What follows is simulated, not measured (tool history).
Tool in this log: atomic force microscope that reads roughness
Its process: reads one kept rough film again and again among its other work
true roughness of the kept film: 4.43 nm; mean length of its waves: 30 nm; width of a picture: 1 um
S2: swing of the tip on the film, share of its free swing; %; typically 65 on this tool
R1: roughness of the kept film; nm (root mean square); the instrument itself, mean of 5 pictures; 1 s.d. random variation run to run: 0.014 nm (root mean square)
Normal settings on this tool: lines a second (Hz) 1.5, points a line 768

{"run": 1, "hour": 0.0, "lines a second (Hz)": 1.5, "S2": 65, "points a line": 768, "R1": 2.615}
{"run": 2, "hour": 10.3, "lines a second (Hz)": 1.5, "S2": 65, "points a line": 768, "R1": 2.551}
{"run": 3, "hour": 18.6, "lines a second (Hz)": 0.72, "S2": 65, "points a line": 768, "R1": 2.641}
{"run": 4, "hour": 27.6, "lines a second (Hz)": 1.5, "S2": 65, "points a line": 768, "R1": 2.496}
{"run": 5, "hour": 33.2, "lines a second (Hz)": 1.5, "S2": 65, "points a line": 768, "R1": 2.474}
{"run": 6, "hour": 40.7, "lines a second (Hz)": 1.5, "S2": 65, "points a line": 420, "R1": 2.431}
{"run": 7, "hour": 52.1, "lines a second (Hz)": 1.5, "S2": 65, "points a line": 454, "R1": 2.392}
{"run": 8, "hour": 59.5, "lines a second (Hz)": 1.5, "S2": 65, "points a line": 454, "R1": 2.346}
{"run": 9, "hour": 67.0, "lines a second (Hz)": 1.5, "S2": 65, "points a line": 454, "R1": 2.338}
{"run": 10, "hour": 73.3, "lines a second (Hz)": 1.5, "S2": 65, "points a line": 454, "R1": 2.305}
{"run": 11, "hour": 78.8, "lines a second (Hz)": 1.5, "S2": 65, "points a line": 454, "R1": 2.291}
{"run": 12, "hour": 84.1, "lines a second (Hz)": 1.5, "S2": 65, "points a line": 454, "R1": 2.256}
{"run": 13, "hour": 92.2, "lines a second (Hz)": 1.5, "S2": 65, "points a line": 454, "R1": 2.222}
{"run": 14, "hour": 100.0, "lines a second (Hz)": 1.5, "S2": 65, "points a line": 454, "R1": 2.214}
{"run": 15, "hour": 106.2, "lines a second (Hz)": 1.5, "S2": 65, "points a line": 454, "R1": 2.197}
{"run": 16, "hour": 111.3, "lines a second (Hz)": 1.5, "S2": 75, "points a line": 519, "R1": 2.065}
{"hour": 114.2, "done": "new tip fitted"}
{"run": 17, "hour": 120.9, "lines a second (Hz)": 1.5, "S2": 75, "points a line": 519, "R1": 3.117}
{"run": 18, "hour": 129.0, "lines a second (Hz)": 0.62, "S2": 66, "points a line": 925, "R1": 3.403}
{"run": 19, "hour": 138.7, "lines a second (Hz)": 1.08, "S2": 77, "points a line": 768, "R1": 3.105}
{"run": 20, "hour": 148.3, "lines a second (Hz)": 1.08, "S2": 77, "points a line": 768, "R1": 3.03}
{"run": 21, "hour": 158.7, "lines a second (Hz)": 1.08, "S2": 62, "points a line": 374, "R1": 3.134}
{"run": 22, "hour": 166.5, "lines a second (Hz)": 0.57, "S2": 89, "points a line": 905, "R1": 2.915}
{"run": 23, "hour": 178.5, "lines a second (Hz)": 3.21, "S2": 61, "points a line": 760, "R1": 2.801}
{"run": 24, "hour": 187.2, "lines a second (Hz)": 0.73, "S2": 87, "points a line": 384, "R1": 2.759}
{"run": 25, "hour": 196.6, "lines a second (Hz)": 1.5, "S2": 84, "points a line": 768, "R1": 2.518}
{"run": 26, "hour": 205.3, "lines a second (Hz)": 2.29, "S2": 62, "points a line": 768, "R1": 2.732}
{"run": 27, "hour": 216.6, "lines a second (Hz)": 1.51, "S2": 61, "points a line": 576, "R1": 2.78}
{"run": 28, "hour": 227.5, "lines a second (Hz)": 1.5, "S2": 75, "points a line": 768, "R1": 2.527}
{"run": 29, "hour": 237.7, "lines a second (Hz)": 1.5, "S2": 75, "points a line": 768, "R1": 2.473}

Each row is a separate what-if for the run after 29, all from the same tool condition, not one after another. Results?
{"run": "A", "hour": 248.3, "lines a second (Hz)": 2.81, "S2": 66, "points a line": 768, "R1": "?"}
{"run": "B", "hour": 248.3, "lines a second (Hz)": 1.25, "S2": 65, "points a line": 768, "R1": "?"}
{"run": "C", "hour": 248.3, "lines a second (Hz)": 1.5, "S2": 65, "points a line": 439, "R1": "?"}

run=A R1=2.395
run=B R1=2.598
run=C R1=2.552
What these runs would have given with no unlogged condition in the tool:
run=A R1=3.214
run=B R1=3.488
run=C R1=3.427
